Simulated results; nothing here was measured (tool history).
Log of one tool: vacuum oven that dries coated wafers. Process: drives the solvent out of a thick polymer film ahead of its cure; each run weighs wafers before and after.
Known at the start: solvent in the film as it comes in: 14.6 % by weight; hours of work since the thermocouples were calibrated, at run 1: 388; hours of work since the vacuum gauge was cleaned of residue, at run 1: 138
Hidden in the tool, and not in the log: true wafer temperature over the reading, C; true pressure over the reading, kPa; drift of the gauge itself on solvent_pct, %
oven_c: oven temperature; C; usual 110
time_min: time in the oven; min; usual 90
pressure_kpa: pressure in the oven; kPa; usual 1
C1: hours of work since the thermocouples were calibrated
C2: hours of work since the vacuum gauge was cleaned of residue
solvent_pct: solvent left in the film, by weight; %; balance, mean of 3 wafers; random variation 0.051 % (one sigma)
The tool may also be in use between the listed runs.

Run 1, hour 0: usual settings; C1 388; C2 138. Result: solvent_pct 1.4 %.
Run 2, hour 6.7: usual settings; C1 391; C2 141. Result: solvent_pct 1.32 %.
Run 3, hour 17: usual settings; C1 395; C2 145. Result: solvent_pct 1.33 %.
Run 4, hour 23.4: usual settings; C1 397; C2 148. Result: solvent_pct 1.34 %.
Run 5, hour 32.4: usual settings but pressure_kpa 3.14 kPa; C1 401; C2 151. Result: solvent_pct 2.56 %.
Run 6, hour 38.3: usual settings; C1 404; C2 154. Result: solvent_pct 1.27 %.
Run 7, hour 52: usual settings but oven_c 121 C; C1 409; C2 159. Result: solvent_pct 0.59 %.
Run 8, hour 59.7: usual settings but oven_c 121 C; C1 412; C2 163. Result: solvent_pct 0.55 %.
Run 9, hour 73: usual settings but oven_c 121 C; C1 418; C2 168. Result: solvent_pct 0.6 %.
Run 10, hour 86.3: usual settings but oven_c 121 C, pressure_kpa 3.67 kPa; C1 423; C2 174. Result: solvent_pct 1.8 %.
Run 11, hour 93.4: usual settings but oven_c 121 C, pressure_kpa 3.67 kPa; C1 426; C2 176. Result: solvent_pct 1.82 %.
Run 12, hour 107.6: usual settings but oven_c 121 C, pressure_kpa 3.67 kPa; C1 432; C2 182. Result: solvent_pct 1.81 %.
Run 13, hour 116.1: usual settings but oven_c 121 C, pressure_kpa 3.67 kPa; C1 436; C2 186. Result: solvent_pct 1.8 %.
Run 14, hour 128.7: usual settings; C1 441; C2 191. Result: solvent_pct 1.31 %.
Run 15, hour 140.4: usual settings but oven_c 102 C; C1 445; C2 196. Result: solvent_pct 2.39 %.
Run 16, hour 151.8: usual settings but oven_c 102 C; C1 450; C2 200. Result: solvent_pct 2.39 %.
Run 17, hour 158.6: usual settings; C1 453; C2 203. Result: solvent_pct 1.27 %.
Run 18, hour 173.1: usual settings; C1 459; C2 209. Result: solvent_pct 1.32 %.
Run 19, hour 180.1: usual settings; C1 462; C2 212. Result: solvent_pct 1.28 %.
Run 20, hour 189.4: usual settings but pressure_kpa 0.7 kPa; C1 466; C2 216. Result: solvent_pct 1.13 %.
Run 21, hour 203: usual settings but pressure_kpa 3.17 kPa; C1 471; C2 221. Result: solvent_pct 2.65 %.
Run 22, hour 213: usual settings; C1 475; C2 226. Result: solvent_pct 1.29 %.
Run 23, hour 223: usual settings; C1 479; C2 230. Result: solvent_pct 1.32 %.
Run 24, hour 230.7: usual settings; C1 483; C2 233. Result: solvent_pct 1.38 %.
Run 25, hour 237.9: usual settings but time_min 98 min, pressure_kpa 2.62 kPa; C1 486; C2 236. Result: solvent_pct 2.22 %.
Run 26, hour 251.2: usual settings but time_min 98 min, pressure_kpa 2.62 kPa; C1 491; C2 241. Result: solvent_pct 2.23 %.
Run 27, hour 258.7: usual settings but oven_c 107 C, time_min 101 min, pressure_kpa 2.28 kPa; C1 494; C2 244. Result: solvent_pct 2.29 %.
Run 28, hour 270.6: usual settings but oven_c 112 C, time_min 83 min, pressure_kpa 1.78 kPa; C1 499; C2 249. Result: solvent_pct 1.74 %.
Run 29, hour 281.6: usual settings but oven_c 112 C, time_min 83 min, pressure_kpa 1.78 kPa; C1 503; C2 254. Result: solvent_pct 1.78 %.
Run 30, hour 295: usual settings but oven_c 106 C, pressure_kpa 1.85 kPa; C1 509; C2 259. Result: solvent_pct 2.4 %.
Run 31, hour 303.5: usual settings but oven_c 98 C, time_min 155 min, pressure_kpa 0.84 kPa; C1 512; C2 263. Result: solvent_pct 1.64 %.
Run 32, hour 311.2: usual settings but oven_c 103 C, time_min 155 min, pressure_kpa 0.84 kPa; C1 516; C2 266. Result: solvent_pct 1.05 %.
Run 33, hour 323.1: usual settings but oven_c 118 C, time_min 155 min, pressure_kpa 0.74 kPa; C1 520; C2 271. Result: solvent_pct 0.52 %.
Run 34, hour 331.7: usual settings but oven_c 107 C, time_min 121 min, pressure_kpa 1.7 kPa; C1 524; C2 274. Result: solvent_pct 1.72 %.
Run 35, hour 343.8: usual settings but oven_c 97 C, pressure_kpa 2.61 kPa; C1 529; C2 279. Result: solvent_pct 4.7 %.
Run 36, hour 355.8: usual settings but oven_c 112 C, time_min 96 min, pressure_kpa 1.58 kPa; C1 534; C2 284. Result: solvent_pct 1.35 %.
Run 37, hour 364.8: usual settings but oven_c 112 C, time_min 96 min, pressure_kpa 1.58 kPa; C1 538; C2 288. Result: solvent_pct 1.46 %.
Run 38, hour 373.2: usual settings but oven_c 124 C, pressure_kpa 2.34 kPa; C1 541; C2 291. Result: solvent_pct 1.08 %.
Run 39, hour 382.2: usual settings but oven_c 124 C, pressure_kpa 2.34 kPa; C1 545; C2 295. Result: solvent_pct 1.07 %.
Run 40, hour 394.1: usual settings but oven_c 124 C, pressure_kpa 2.34 kPa; C1 550; C2 300. Result: solvent_pct 1.02 %.
Run 41, hour 401.3: usual settings but oven_c 105 C, time_min 57 min, pressure_kpa 2.34 kPa; C1 553; C2 303. Result: solvent_pct 4.43 %.
Run 42, hour 414.6: usual settings but oven_c 116 C, time_min 100 min, pressure_kpa 0.89 kPa; C1 558; C2 308. Result: solvent_pct 0.65 %.
Run 43, hour 421.4: usual settings but oven_c 119 C, time_min 55 min, pressure_kpa 0.74 kPa; C1 561; C2 311. Result: solvent_pct 1.38 %.
Run 44, hour 429.2: usual settings but oven_c 119 C, time_min 55 min, pressure_kpa 0.74 kPa; C1 564; C2 314. Result: solvent_pct 1.26 %.
Run 45, hour 436.9: usual settings but oven_c 101 C, time_min 103 min, pressure_kpa 0.6 kPa; C1 567; C2 318. Result: solvent_pct 1.97 %.
Run 46, hour 445.5: usual settings but time_min 97 min; C1 571; C2 321. Result: solvent_pct 1.23 %.
Run 47, hour 459.2: usual settings but oven_c 119 C, time_min 109 min, pressure_kpa 0.71 kPa; C1 576; C2 327. Result: solvent_pct 0.5 %.

3 ways to go on from here, each from the tool as it stands after run 47. What would each give?
Run A, hour 470.5: usual settings but pressure_kpa 0.96 kPa; C1 581; C2 331. Result: solvent_pct ?.
Run B, hour 470.5: usual settings but oven_c 105 C; C1 581; C2 331. Result: solvent_pct ?.
Run C, hour 470.5: usual settings but oven_c 121 C, time_min 85 min, pressure_kpa 1.77 kPa; C1 581; C2 331. Result: solvent_pct ?.

run  solvent_pct
  A         1.36
  B         1.96
  C         0.99
Without the tool's hidden state the same runs would have given:
run  solvent_pct
  A         1.16
  B          1.7
  C         0.87

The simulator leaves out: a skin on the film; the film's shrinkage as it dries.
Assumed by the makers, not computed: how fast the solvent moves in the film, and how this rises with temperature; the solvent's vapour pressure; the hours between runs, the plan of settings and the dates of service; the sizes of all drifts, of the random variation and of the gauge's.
